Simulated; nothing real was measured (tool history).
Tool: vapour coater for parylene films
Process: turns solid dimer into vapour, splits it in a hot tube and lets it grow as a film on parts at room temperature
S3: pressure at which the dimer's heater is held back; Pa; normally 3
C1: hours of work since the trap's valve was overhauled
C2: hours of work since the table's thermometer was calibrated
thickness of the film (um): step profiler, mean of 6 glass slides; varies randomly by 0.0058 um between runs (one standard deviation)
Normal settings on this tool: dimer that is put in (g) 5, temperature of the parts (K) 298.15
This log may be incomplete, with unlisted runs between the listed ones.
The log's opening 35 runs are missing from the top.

{"run": 36, "hour": 374.6, "dimer that is put in (g)": 5, "temperature of the parts (K)": 294.15, "S3": 10.45, "C1": 115, "C2": 666, "thickness of the film (um)": 1.662}
{"run": 37, "hour": 385.3, "dimer that is put in (g)": 5, "temperature of the parts (K)": 294.15, "S3": 10.45, "C1": 124, "C2": 675, "thickness of the film (um)": 1.669}
{"run": 38, "hour": 397.5, "dimer that is put in (g)": 5, "temperature of the parts (K)": 294.15, "S3": 10.45, "C1": 135, "C2": 686, "thickness of the film (um)": 1.668}
{"run": 39, "hour": 405.5, "dimer that is put in (g)": 5, "temperature of the parts (K)": 310.15, "S3": 4.72, "C1": 143, "C2": 694, "thickness of the film (um)": 1.105}
{"run": 40, "hour": 413.5, "dimer that is put in (g)": 5, "temperature of the parts (K)": 310.15, "S3": 4.72, "C1": 150, "C2": 701, "thickness of the film (um)": 1.117}
{"run": 41, "hour": 425.8, "dimer that is put in (g)": 9, "temperature of the parts (K)": 308.15, "S3": 4.42, "C1": 161, "C2": 712, "thickness of the film (um)": 2.11}
{"run": 42, "hour": 439.5, "dimer that is put in (g)": 2, "temperature of the parts (K)": 294.15, "S3": 2.56, "C1": 173, "C2": 724, "thickness of the film (um)": 0.718}
{"run": 43, "hour": 447.8, "dimer that is put in (g)": 3, "temperature of the parts (K)": 302.15, "S3": 10.25, "C1": 181, "C2": 732, "thickness of the film (um)": 0.79}
{"run": 44, "hour": 462.1, "dimer that is put in (g)": 3, "temperature of the parts (K)": 302.15, "S3": 10.25, "C1": 193, "C2": 744, "thickness of the film (um)": 0.789}
{"run": 45, "hour": 473.9, "dimer that is put in (g)": 3, "temperature of the parts (K)": 302.15, "S3": 10.25, "C1": 204, "C2": 755, "thickness of the film (um)": 0.797}
{"run": 46, "hour": 480.2, "dimer that is put in (g)": 3, "temperature of the parts (K)": 298.15, "S3": 6.94, "C1": 210, "C2": 761, "thickness of the film (um)": 0.899}

Predict each of these 4 candidate next runs independently; none follows another, all start after run 46:
{"run": "A", "hour": 490.6, "dimer that is put in (g)": 4, "temperature of the parts (K)": 292.15, "S3": 8.85, "C1": 219, "C2": 770, "thickness of the film (um)": "?"}
{"run": "B", "hour": 490.6, "dimer that is put in (g)": 8, "temperature of the parts (K)": 296.15, "S3": 6.94, "C1": 219, "C2": 770, "thickness of the film (um)": "?"}
{"run": "C", "hour": 490.6, "dimer that is put in (g)": 4, "temperature of the parts (K)": 298.15, "S3": 6.94, "C1": 219, "C2": 770, "thickness of the film (um)": "?"}
{"run": "D", "hour": 490.6, "dimer that is put in (g)": 6, "temperature of the parts (K)": 298.15, "S3": 3, "C1": 219, "C2": 770, "thickness of the film (um)": "?"}

run=A thickness_of_the_film_(um)=1.404
run=B thickness_of_the_film_(um)=2.536
run=C thickness_of_the_film_(um)=1.204
run=D thickness_of_the_film_(um)=1.895
Stripped of hidden state, with their random variation kept, the same runs would have yielded:
run=A thickness_of_the_film_(um)=1.438
run=B thickness_of_the_film_(um)=2.597
run=C thickness_of_the_film_(um)=1.233
run=D thickness_of_the_film_(um)=1.94
